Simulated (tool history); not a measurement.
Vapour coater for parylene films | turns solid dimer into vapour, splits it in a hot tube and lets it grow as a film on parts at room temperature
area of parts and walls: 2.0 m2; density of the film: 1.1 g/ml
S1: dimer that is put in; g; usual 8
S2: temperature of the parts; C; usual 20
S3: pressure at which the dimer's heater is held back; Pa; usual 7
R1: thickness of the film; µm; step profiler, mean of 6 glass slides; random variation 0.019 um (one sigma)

run    hour  S1  S2     S3    R1
  1       0   8  20      7  2.12
  2    28.1   8  20      7  2.11
  3    46.6   8  20      7   2.1
  4    67.3   8  20      7  2.08
  5   101.4   8  20      7  2.06
  6   116.1   8  20      7  2.02
  7   137.7   8  20      7  2.05
  8   162.9   8  17      7  2.21
  9   189.7   8  24      7  1.86
 10   216.1   8  24   2.67  2.04
      233.7  -- trap's valve overhauled
 11   242.8   8  20      7  2.13
 12   262.7   8  20   7.87  2.12
 13   283.3   8  20   7.87  2.07
 14   299.2   8  20      7  2.12
 15   327.9   8  20      7  2.06
 16   346.8   8  20      7   2.1
 17   363.9   8  20      7  2.08
 18     394   8  20      7  2.04
 19   415.8   8  20      7  2.03
 20   444.5   8  20   5.58  2.03
 21   462.7   8  20   5.58  2.09
      480.2  -- trap's valve overhauled
 22     498   8  20   6.16  2.22
 23   520.7   8  20      7   2.1
 24   538.6   7  29   4.41  1.59
 25   570.9   8  32    5.9  1.67
 26   596.6   8  32    5.9  1.65
 27   614.5  12  15      7  3.54
 28   638.5  13  19      7  3.42
      645.6  -- table's thermometer calibrated
 29   656.5   7  25      7  1.54
 30   673.2   4  29      7  0.79
 31   702.7   8  14   2.47  2.55
 32   721.9   8  14   2.47  2.53
      728.6  -- trap's valve overhauled
 33   748.4  13  26   8.66  2.88
 34   777.7   8  22   8.66  1.94
 35   812.6  11  13   2.28  3.81
 36     847  11  13   2.28  3.71
 37     870   3  21  11.56  0.71
 38   885.6   6  29   8.77  1.23
 39   909.9   6  29   8.77  1.17
 40   933.6   6  29   8.77  1.19
 41     948  13  12   8.77  3.77
 42   969.7  13  13      7  3.78
      975.4  -- trap's valve overhauled
 43   988.2  13  13      7  3.97
 44  1011.4   5  25    3.6  1.26
 45  1034.8   8  25   9.06  1.82
 46  1067.1   5  20   9.73  1.18

Measured less the same run without the tool's hidden state. The same run-to-run variation is in both; the gauge's scatter may not be:
The hidden state here: vapour lost through the trap's worn valve, %; true temperature of the parts over the reading, C; drift of the gauge itself on film_um, %.
run     R1
  1  +0.04
  2  +0.02
  3  +0.01
  4     +0
  5  -0.02
  6  -0.02
  7  -0.03
  8  -0.06
  9  -0.06
 10  -0.08
 11  +0.05
 12  +0.03
 13  +0.02
 14  +0.02
 15     +0
 16  -0.01
 17  -0.01
 18  -0.03
 19  -0.04
 20  -0.06
 21  -0.06
 22  +0.05
 23  +0.04
 24  +0.02
 25  +0.01
 26     +0
 27  -0.01
 28  -0.03
 29  -0.08
 30  -0.05
 31  -0.16
 32  -0.18
 33  -0.01
 34  -0.03
 35  -0.08
 36  -0.11
 37  -0.02
 38  -0.05
 39  -0.05
 40  -0.06
 41   -0.2
 42  -0.22
 43     +0
 44  -0.01
 45  -0.01
 46  -0.02

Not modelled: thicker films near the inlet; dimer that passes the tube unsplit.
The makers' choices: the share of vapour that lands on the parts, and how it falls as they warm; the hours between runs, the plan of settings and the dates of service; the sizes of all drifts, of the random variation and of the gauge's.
